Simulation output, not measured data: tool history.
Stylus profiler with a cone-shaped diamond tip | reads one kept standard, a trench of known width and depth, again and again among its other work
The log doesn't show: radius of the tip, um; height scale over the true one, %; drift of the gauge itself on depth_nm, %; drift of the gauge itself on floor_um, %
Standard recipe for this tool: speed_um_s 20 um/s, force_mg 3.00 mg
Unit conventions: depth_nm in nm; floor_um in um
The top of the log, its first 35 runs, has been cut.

run	hour	speed_um_s	force_mg	scans with this tip	hours of work since the height scale was calibrated	depth_nm	floor_um
36	2451.4	29	1.66	24522	497	1006.65	43.19
37	2523.5	18	1.34	25029	535	1006.03	43.19
38	2588.8	54	2.16	25488	570	1007.84	42.99
39	2681.1	54	7.01	26136	619	1016.10	43.12
# hour 2757.4: new tip fitted, height scale calibrated
40	2767.8	54	7.01	73	6	1015.14	46.46
41	2867.5	54	7.01	774	59	1015.01	46.35
42	2961.7	34	7.01	1436	109	1015.01	46.18
43	3007.2	14	8.21	1756	133	1016.74	46.24
44	3100.3	20	3.47	2410	183	1009.67	46.09
45	3184.0	12	7.28	2998	227	1015.67	46.03
46	3265.0	20	4.09	3567	270	1010.82	45.83

Each row is a separate what-if for the run after 46, all from the same tool condition, not one after another. Results?
A	3316.0	5	4.09	3926	297	?	?
B	3316.0	21	4.90	3926	297	?	?
C	3316.0	7	4.85	3926	297	?	?

run	depth_nm	floor_um
A	1010.86	45.89
B	1012.20	45.87
C	1012.23	45.92
The same runs, with their run-to-run variation unchanged, on a tool lacking any hidden condition would have given:
run	depth_nm	floor_um
A	1010.49	46.52
B	1011.82	46.50
C	1011.86	46.56
